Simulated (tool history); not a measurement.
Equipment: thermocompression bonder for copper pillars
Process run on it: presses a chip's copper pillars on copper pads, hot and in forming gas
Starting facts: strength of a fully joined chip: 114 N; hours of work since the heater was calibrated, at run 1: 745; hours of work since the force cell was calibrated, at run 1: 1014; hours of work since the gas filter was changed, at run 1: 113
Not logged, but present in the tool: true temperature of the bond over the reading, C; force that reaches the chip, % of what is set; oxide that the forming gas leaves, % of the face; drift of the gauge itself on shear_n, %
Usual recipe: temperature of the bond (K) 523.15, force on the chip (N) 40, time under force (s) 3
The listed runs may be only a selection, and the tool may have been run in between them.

run    hour  temperature of the bond (K)  force on the chip (N)  time under force (s)  hours of work since the heater was calibrated  hours of work since the force cell was calibrated  hours of work since the gas filter was changed  force that shears a chip off (N)
  1       0                       523.15                     40                     3                                            745                                               1014                                             113                              66.1
       32.5  -- forming gas filter changed
  2    52.4                       523.15                     40                     3                                            781                                               1050                                              14                              66.9
  3    99.2                       523.15                     58                     3                                            814                                               1082                                              46                              73.9
  4   137.7                       523.15                     39                     3                                            840                                               1109                                              73                              63.3
      148.9  -- heater calibrated with a thermocouple chip
  5   169.8                       523.15                     39                     3                                             15                                               1130                                              94                              73.4
  6   211.6                       523.15                     39                     3                                             44                                               1159                                             123                                72
      227.6  -- forming gas filter changed
  7   255.4                       523.15                     39                     3                                             74                                               1189                                              19                              73.5
  8   286.9                       523.15                     39                     3                                             95                                               1211                                              41                                71
  9   326.1                       523.15                     54                     3                                            123                                               1238                                              68                              78.9
 10   390.3                       523.15                     54                     3                                            167                                               1283                                             113                              76.6
      423.8  -- forming gas filter changed
 11   444.2                       523.15                     36                     3                                            204                                               1320                                              14                              69.1
 12   506.8                       521.15                     40                     3                                            248                                               1363                                              58                              70.6
 13   539.4                       497.15                     40                     3                                            270                                               1386                                              80                              52.8
 14   604.8                       535.15                     59                     3                                            316                                               1431                                             126                              86.3
      619.3  -- forming gas filter changed
      632.5  -- force cell calibrated
 15   681.4                       507.15                     45                     2                                            367                                                 34                                              42                              52.6
 16   738.6                       510.15                     57                     4                                            407                                                 74                                              82                              73.9
 17   807.8                       510.15                     57                     4                                            455                                                122                                             130                                71
        814  -- forming gas filter changed
 18   870.9                       508.15                     57                     3                                            499                                                165                                              39                              65.3
 19   911.6                       506.15                     38                     4                                            527                                                193                                              68                              58.8
 20   960.1                       523.15                     36                     4                                            561                                                227                                             101                              68.8
     1006.5  -- forming gas filter changed
 21  1028.9                       523.15                     36                     4                                            608                                                274                                              16                                71
 22  1062.3                       523.15                     30                     2                                            631                                                298                                              39                              52.4

Run 23, settings as shown, results not yet in. Your forecast:
 23  1115.8                       523.15                     25                     3                                            668                                                335                                              76                                 ?

force that shears a chip off (N): 53.6
With no hidden state in the tool, this same run would have given force that shears a chip off (N) 61.7.
